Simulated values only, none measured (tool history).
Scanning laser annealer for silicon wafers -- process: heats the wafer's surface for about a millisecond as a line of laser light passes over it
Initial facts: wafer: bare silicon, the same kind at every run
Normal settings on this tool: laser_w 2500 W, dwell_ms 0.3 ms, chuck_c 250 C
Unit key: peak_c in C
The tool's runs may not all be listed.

| run | hour | laser_w | dwell_ms | chuck_c | peak_c |
|---|---|---|---|---|---|
| 1 | 0 | 2500 | 0.3 | 250 | 999 |
| 2 | 35.4 | 2500 | 0.3 | 250 | 999 |
|  | 46.8 | window over the wafer cleaned |
| 3 | 72.8 | 2669 | 0.3 | 250 | 1055 |
| 4 | 134.1 | 2382 | 0.3 | 250 | 963 |
| 5 | 205.4 | 2382 | 0.3 | 250 | 965 |
| 6 | 262.8 | 2382 | 0.3 | 250 | 964 |
| 7 | 336.3 | 2382 | 0.3 | 250 | 967 |
| 8 | 395.1 | 2500 | 0.318 | 250 | 1021 |
| 9 | 435 | 2500 | 0.318 | 250 | 1020 |
| 10 | 500.4 | 2500 | 0.318 | 250 | 1022 |
| 11 | 569.9 | 2500 | 0.318 | 250 | 1019 |
| 12 | 605 | 2500 | 0.318 | 250 | 1023 |
| 13 | 663.3 | 2500 | 0.318 | 250 | 1019 |
| 14 | 732 | 2500 | 0.3 | 250 | 1002 |
| 15 | 797.2 | 2500 | 0.3 | 250 | 1003 |
| 16 | 858.8 | 2704 | 0.215 | 276 | 973 |
| 17 | 917.9 | 2522 | 0.284 | 245 | 981 |
| 18 | 962.5 | 2472 | 0.306 | 255 | 1005 |
| 19 | 1030.6 | 2556 | 0.247 | 251 | 956 |
|  | 1049.5 | window over the wafer cleaned |
| 20 | 1074.4 | 2687 | 0.366 | 226 | 1110 |
| 21 | 1153.5 | 2687 | 0.366 | 226 | 1109 |
| 22 | 1189.4 | 2418 | 0.255 | 250 | 922 |
| 23 | 1223 | 2418 | 0.255 | 250 | 924 |
| 24 | 1271.2 | 2401 | 0.354 | 250 | 1028 |
| 25 | 1334.4 | 2600 | 0.246 | 250 | 962 |
| 26 | 1410.3 | 2500 | 0.3 | 221 | 970 |
| 27 | 1445.2 | 2508 | 0.236 | 250 | 925 |

Predict each of these 3 candidate next runs independently; none follows another, all start after run 27:
| A | 1522.3 | 2193 | 0.302 | 250 | ? |
| B | 1522.3 | 2137 | 0.236 | 250 | ? |
| C | 1522.3 | 2564 | 0.284 | 259 | ? |

| run | peak_c |
|---|---|
| A | 909 |
| B | 823 |
| C | 1012 |
What these runs would have given with no unlogged condition in the tool:
| run | peak_c |
|---|---|
| A | 910 |
| B | 823 |
| C | 1013 |

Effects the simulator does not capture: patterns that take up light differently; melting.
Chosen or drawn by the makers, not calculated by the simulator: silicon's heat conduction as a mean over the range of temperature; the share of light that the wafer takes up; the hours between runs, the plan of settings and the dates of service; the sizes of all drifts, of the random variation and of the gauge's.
